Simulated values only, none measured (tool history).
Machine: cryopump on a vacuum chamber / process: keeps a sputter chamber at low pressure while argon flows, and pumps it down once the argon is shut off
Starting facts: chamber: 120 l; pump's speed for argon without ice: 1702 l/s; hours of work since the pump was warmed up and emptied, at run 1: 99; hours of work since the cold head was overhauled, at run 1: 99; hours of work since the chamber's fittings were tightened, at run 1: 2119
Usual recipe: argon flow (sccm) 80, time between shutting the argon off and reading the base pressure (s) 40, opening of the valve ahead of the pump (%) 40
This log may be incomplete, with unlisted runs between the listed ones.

| run | hour | argon flow (sccm) | time between shutting the argon off and reading the base pressure (s) | opening of the valve ahead of the pump (%) | hours of work since the pump was warmed up and emptied | hours of work since the cold head was overhauled | hours of work since the chamber's fittings were tightened | pressure while argon flows (Pa) | pressure after the wait (uPa) |
|---|---|---|---|---|---|---|---|---|---|
| 1 | 0 | 80 | 40 | 40 | 99 | 99 | 2119 | 0.2073 | 1.53 |
| 2 | 9.7 | 80 | 40 | 40 | 107 | 107 | 2127 | 0.2067 | 1.45 |
| 3 | 20.1 | 80 | 40 | 40 | 117 | 117 | 2136 | 0.2075 | 1.49 |
| 4 | 32.8 | 80 | 40 | 34 | 128 | 128 | 2148 | 0.245 | 1.55 |
| 5 | 40.7 | 34 | 40 | 34 | 135 | 135 | 2155 | 0.1046 | 1.58 |
| 6 | 54.5 | 34 | 37 | 34 | 147 | 147 | 2167 | 0.1039 | 1.59 |
| 7 | 66 | 34 | 37 | 34 | 158 | 158 | 2178 | 0.1041 | 1.62 |
| 8 | 75.3 | 34 | 37 | 34 | 166 | 166 | 2186 | 0.1064 | 1.66 |
| 9 | 91 | 34 | 37 | 34 | 180 | 180 | 2200 | 0.1053 | 1.69 |
| 10 | 103.8 | 34 | 37 | 34 | 191 | 191 | 2211 | 0.1075 | 1.66 |
| 11 | 113 | 156 | 37 | 34 | 200 | 200 | 2219 | 0.4878 | 1.72 |
| 12 | 121.5 | 156 | 37 | 34 | 207 | 207 | 2227 | 0.4911 | 1.7 |
| 13 | 136.6 | 156 | 37 | 34 | 221 | 221 | 2240 | 0.4945 | 1.72 |
| 14 | 144 | 156 | 37 | 34 | 227 | 227 | 2247 | 0.491 | 1.77 |
| 15 | 152.6 | 156 | 37 | 34 | 235 | 235 | 2255 | 0.4926 | 1.75 |
| 16 | 162.5 | 80 | 40 | 47 | 244 | 244 | 2264 | 0.1908 | 1.71 |
| 17 | 180.1 | 80 | 40 | 40 | 259 | 259 | 2279 | 0.2221 | 1.77 |
| 18 | 197.8 | 80 | 152 | 16 | 275 | 275 | 2295 | 0.5222 | 1.43 |
| 19 | 211.2 | 80 | 152 | 16 | 287 | 287 | 2307 | 0.5262 | 1.43 |
| 20 | 226.6 | 80 | 25 | 48 | 301 | 301 | 2321 | 0.1916 | 2.16 |
| 21 | 240.7 | 145 | 80 | 45 | 314 | 314 | 2333 | 0.3729 | 1.56 |
|  | 255.1 | leaking fittings of the chamber tightened, without venting |
| 22 | 255.3 | 56 | 56 | 16 | 325 | 325 | 0 | 0.369 | 0.64 |
| 23 | 268.1 | 52 | 40 | 40 | 336 | 336 | 12 | 0.1505 | 0.75 |
|  | 277.9 | pump warmed up, emptied and cooled again |
| 24 | 288.1 | 52 | 40 | 40 | 9 | 350 | 25 | 0.1305 | 0.71 |
| 25 | 304.6 | 80 | 54 | 40 | 24 | 364 | 40 | 0.2001 | 0.59 |
| 26 | 314.5 | 80 | 54 | 40 | 33 | 373 | 49 | 0.2022 | 0.56 |
| 27 | 330.2 | 80 | 90 | 23 | 47 | 387 | 63 | 0.3476 | 0.44 |

Run 28 comes next. What will it give?
| 28 | 339.1 | 55 | 90 | 33 | 55 | 395 | 71 | ? | ? |

{"run 28": {"pressure while argon flows (Pa)": 0.1675, "pressure after the wait (uPa)": 0.47}}
With no hidden state in the tool, this same run would have given pressure while argon flows (Pa) 0.1645, pressure after the wait (uPa) 0.42.
